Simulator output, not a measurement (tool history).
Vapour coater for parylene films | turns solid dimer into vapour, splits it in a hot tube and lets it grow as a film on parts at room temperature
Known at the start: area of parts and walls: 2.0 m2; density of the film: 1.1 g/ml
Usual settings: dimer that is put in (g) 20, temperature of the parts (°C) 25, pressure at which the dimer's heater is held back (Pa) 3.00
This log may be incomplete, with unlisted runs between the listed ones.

run   hour  dimer that is put in (g)  temperature of the parts (°C)  pressure at which the dimer's heater is held back (Pa)  thickness of the film (nm)
  1    0.0                        20                             25                                                    3.00                        7420
  2   14.4                        20                             25                                                    3.00                        7450
  3   33.9                        20                             25                                                    3.00                        7350
  4   44.1                        20                             25                                                    3.00                        7330
  5   58.2                        20                             25                                                    3.00                        7210
  6   80.2                        28                             25                                                    3.00                       10160
  7   97.4                        28                             25                                                    3.00                       10110
  8  106.7                        28                             25                                                    3.00                       10150
  9  129.4                        20                             25                                                    3.20                        7070
 10  144.4                        20                             25                                                    3.20                        7010
 11  164.2                        15                             25                                                    3.20                        5260
 12  181.9                        15                             25                                                    3.20                        5270
 13  196.0                        15                             25                                                    3.20                        5230
 14  215.2                        15                             25                                                    3.20                        5230
 15  225.0                        15                             25                                                    3.20                        5200
 16  241.6                        20                             25                                                    3.00                        7020
 17  252.7                        24                             25                                                    3.00                        8320
 18  271.5                        24                             25                                                    3.00                        8450
 19  294.5                        20                             25                                                    3.00                        7060
 20  315.0                        28                             25                                                    3.00                        9830
 21  326.9                        28                             25                                                    3.00                        9780
 22  341.3                        20                             25                                                    3.00                        6990
 23  356.2                        20                             25                                                    3.00                        6920
 24  371.9                        36                             19                                                    4.77                       13720
 25  394.4                        36                             19                                                    4.77                       13610
 26  412.0                        29                             25                                                    8.37                        7660
 27  424.1                        29                             25                                                    8.37                        7700
 28  444.8                        29                             17                                                    9.72                        9840
 29  455.2                        16                             19                                                    3.00                        6300
 30  465.5                        23                             25                                                    2.58                        8030
 31  475.2                        23                             32                                                    3.15                        5990
 32  485.6                        23                             29                                                    3.00                        6790
 33  497.2                        10                             23                                                    3.00                        3590
 34  515.2                        10                             23                                                    3.00                        3610
 35  530.8                        10                             23                                                    8.38                        2770
 36  546.1                         9                             35                                                    3.70                        1990
 37  563.3                         9                             35                                                    3.70                        1970
 38  584.1                         9                             24                                                    9.60                        2390
 39  605.2                         9                             24                                                    9.60                        2350
 40  618.1                         9                             25                                                    4.30                        2710
 41  636.0                        10                             36                                                    6.36                        2140
 42  646.3                        10                             21                                                    7.01                        3650
 43  665.6                        20                             26                                                    4.94                        6550
 44  682.8                        11                             25                                                    2.30                        4490
 45  697.0                        22                             25                                                    6.34                        6910

Missing from the log above: 1 entry noted between runs. For each, name the pair of listed runs it sits between and say how the tool's hidden condition differs from the listed run just before to the listed run just after:
Logged between run 40 and run 41: trap's valve overhauled (hour 635.5)
  vapour lost through the trap's worn valve, %: 14.4 -> 0.3; true temperature of the parts over the reading, C: -1.1 -> -1.12
  what was measured, less what the result would be without the hidden state, thickness of the film (nm): -330 -> +80
